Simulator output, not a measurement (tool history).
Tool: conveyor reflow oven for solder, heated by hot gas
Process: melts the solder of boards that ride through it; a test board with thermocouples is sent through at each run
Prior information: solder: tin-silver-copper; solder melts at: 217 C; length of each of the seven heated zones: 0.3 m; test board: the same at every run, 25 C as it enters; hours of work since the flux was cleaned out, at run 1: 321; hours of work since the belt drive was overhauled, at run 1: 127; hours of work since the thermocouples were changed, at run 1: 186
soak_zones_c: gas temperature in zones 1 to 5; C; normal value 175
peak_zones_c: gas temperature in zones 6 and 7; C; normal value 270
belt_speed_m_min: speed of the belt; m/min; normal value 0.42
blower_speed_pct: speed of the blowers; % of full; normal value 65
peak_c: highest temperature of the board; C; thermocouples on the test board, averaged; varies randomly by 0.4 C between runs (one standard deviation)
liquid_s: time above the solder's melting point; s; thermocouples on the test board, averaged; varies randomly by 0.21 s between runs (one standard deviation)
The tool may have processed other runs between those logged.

run	hour	soak_zones_c	peak_zones_c	belt_speed_m_min	blower_speed_pct	hours of work since the flux was cleaned out	hours of work since the belt drive was overhauled	hours of work since the thermocouples were changed	peak_c	liquid_s
1	0	175	270	0.42	65	321	127	186	256.8	67.5
2	8	175	270	0.42	65	324	130	190	255.6	67.6
3	16.4	175	268	0.42	65	328	134	193	253.7	66.5
# hour 22.7: flux residue cleaned out of gas plates and filters
4	26.9	175	268	0.42	65	2	136	196	254	66.8
5	34.5	175	268	0.42	65	5	140	199	254.1	66.4
6	40.7	175	268	0.42	89	8	142	202	258.8	71.4
7	45.5	187	270	0.42	65	10	144	204	258.1	74.1
8	54.3	187	270	0.42	65	14	148	208	257.6	74.3
9	62.3	187	270	0.498	65	18	152	211	252.8	58.3
10	67.8	189	270	0.444	61	20	154	214	255.5	69
11	75.1	180	281	0.444	61	23	158	217	263.3	69.7
12	81.6	180	281	0.444	61	26	160	220	262.8	69.8
13	88	180	281	0.444	61	29	163	223	263.3	69.7
14	96.3	181	281	0.49	77	33	167	226	265.3	64.9
15	100.5	181	281	0.49	77	34	169	228	265.2	64.8
16	104.4	175	280	0.344	65	36	171	230	271.1	93.7

Alternative continuations, all from the tool just after run 16; predict every row:
A	111.2	182	260	0.344	59	39	174	233	?	?
B	111.2	161	269	0.42	66	39	174	233	?	?
C	111.2	186	280	0.429	65	39	174	233	?	?
D	111.2	175	270	0.42	71	39	174	233	?	?
E	111.2	186	268	0.35	65	39	174	233	?	?

run	peak_c	liquid_s
A	251.1	84.2
B	252.9	60.6
C	266.2	76.2
D	257.5	69.3
E	260.1	91.5
Without the tool's unlogged condition, the same runs would have read:
run	peak_c	liquid_s
A	251.2	84.3
B	253	60.6
C	266.2	76.2
D	257.6	69.3
E	260.1	91.6
